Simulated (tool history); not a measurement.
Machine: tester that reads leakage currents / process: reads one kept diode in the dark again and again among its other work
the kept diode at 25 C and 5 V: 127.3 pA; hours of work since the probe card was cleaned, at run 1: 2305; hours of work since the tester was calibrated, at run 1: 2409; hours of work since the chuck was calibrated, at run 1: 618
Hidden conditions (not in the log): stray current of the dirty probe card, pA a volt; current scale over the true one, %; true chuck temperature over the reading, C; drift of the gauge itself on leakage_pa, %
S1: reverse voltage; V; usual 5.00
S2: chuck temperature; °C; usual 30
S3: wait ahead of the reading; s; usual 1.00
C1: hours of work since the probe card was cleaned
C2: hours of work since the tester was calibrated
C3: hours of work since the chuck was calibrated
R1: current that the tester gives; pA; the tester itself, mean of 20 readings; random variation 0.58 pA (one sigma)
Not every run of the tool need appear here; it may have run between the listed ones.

run 1 hour=0.0 | S1=5.00 S2=30 S3=1.00 | C1=2305 C2=2409 C3=618 | R1=191.24
run 2 hour=85.2 | S1=5.00 S2=30 S3=1.00 | C1=2360 C2=2463 C3=672 | R1=192.75
run 3 hour=150.5 | S1=5.00 S2=30 S3=2.98 | C1=2402 C2=2505 C3=714 | R1=192.09
run 4 hour=280.2 | S1=5.00 S2=30 S3=2.98 | C1=2485 C2=2589 C3=798 | R1=191.69
run 5 hour=396.1 | S1=5.00 S2=30 S3=2.98 | C1=2560 C2=2663 C3=873 | R1=193.09
run 6 hour=514.6 | S1=5.00 S2=30 S3=2.98 | C1=2636 C2=2740 C3=949 | R1=191.83
run 7 hour=599.9 | S1=5.00 S2=30 S3=2.34 | C1=2691 C2=2794 C3=1004 | R1=192.28
run 8 hour=719.2 | S1=5.00 S2=30 S3=1.00 | C1=2768 C2=2871 C3=1080 | R1=191.91
run 9 hour=796.3 | S1=5.00 S2=30 S3=1.00 | C1=2817 C2=2921 C3=1130 | R1=192.21
run 10 hour=929.5 | S1=5.00 S2=30 S3=1.00 | C1=2903 C2=3007 C3=1216 | R1=192.30
run 11 hour=989.5 | S1=5.00 S2=30 S3=1.00 | C1=2942 C2=3045 C3=1254 | R1=191.76
-- hour=1003.4 chuck's temperature calibrated
run 12 hour=1126.4 | S1=5.00 S2=30 S3=1.00 | C1=3028 C2=3132 C3=79 | R1=192.10
run 13 hour=1242.5 | S1=5.00 S2=30 S3=1.00 | C1=3103 C2=3207 C3=154 | R1=191.67
run 14 hour=1326.2 | S1=5.00 S2=30 S3=1.00 | C1=3157 C2=3260 C3=208 | R1=192.57
-- hour=1357.6 tester calibrated
run 15 hour=1397.4 | S1=5.00 S2=30 S3=1.00 | C1=3201 C2=26 C3=252 | R1=191.83
run 16 hour=1496.2 | S1=1.74 S2=31 S3=5.04 | C1=3265 C2=89 C3=316 | R1=134.30
run 17 hour=1611.5 | S1=1.74 S2=31 S3=5.04 | C1=3339 C2=163 C3=390 | R1=133.75
-- hour=1699.7 probe card cleaned and baked
run 18 hour=1699.9 | S1=7.46 S2=30 S3=1.00 | C1=0 C2=218 C3=445 | R1=225.48
run 19 hour=1809.6 | S1=2.59 S2=58 S3=1.42 | C1=71 C2=289 C3=515 | R1=1146.55
run 20 hour=1868.2 | S1=1.18 S2=58 S3=1.42 | C1=108 C2=327 C3=553 | R1=826.93
run 21 hour=1999.5 | S1=1.18 S2=58 S3=1.42 | C1=193 C2=411 C3=638 | R1=829.08
run 22 hour=2127.6 | S1=2.83 S2=45 S3=1.08 | C1=275 C2=493 C3=720 | R1=478.40
run 23 hour=2232.0 | S1=4.63 S2=24 S3=4.47 | C1=342 C2=561 C3=787 | R1=113.95
run 24 hour=2335.3 | S1=15.38 S2=30 S3=1.12 | C1=409 C2=627 C3=854 | R1=307.73
run 25 hour=2444.2 | S1=4.20 S2=39 S3=2.06 | C1=479 C2=697 C3=924 | R1=361.25
run 26 hour=2555.2 | S1=4.20 S2=53 S3=2.85 | C1=550 C2=769 C3=995 | R1=996.51
run 27 hour=2648.4 | S1=2.56 S2=24 S3=0.52 | C1=610 C2=829 C3=1055 | R1=88.83
run 28 hour=2708.3 | S1=10.65 S2=58 S3=0.31 | C1=649 C2=867 C3=1094 | R1=2055.43
run 29 hour=2766.0 | S1=2.18 S2=58 S3=1.72 | C1=686 C2=904 C3=1131 | R1=1068.63
run 30 hour=2853.9 | S1=6.18 S2=24 S3=0.64 | C1=743 C2=961 C3=1187 | R1=128.56

Each row is a separate what-if for the run after 30, all from the same tool condition, not one after another. Results?
run A hour=2909.4 | S1=6.18 S2=24 S3=2.12 | C1=778 C2=996 C3=1223 | R1=?
run B hour=2909.4 | S1=5.00 S2=33 S3=1.00 | C1=778 C2=996 C3=1223 | R1=?
run C hour=2909.4 | S1=5.15 S2=30 S3=1.00 | C1=778 C2=996 C3=1223 | R1=?
run D hour=2909.4 | S1=6.18 S2=24 S3=3.28 | C1=778 C2=996 C3=1223 | R1=?

run=A R1=129.18
run=B R1=242.35
run=C R1=194.41
run=D R1=128.70
Stripped of hidden state, with their random variation kept, the same runs would have yielded:
run=A R1=128.90
run=B R1=241.88
run=C R1=194.03
run=D R1=128.42
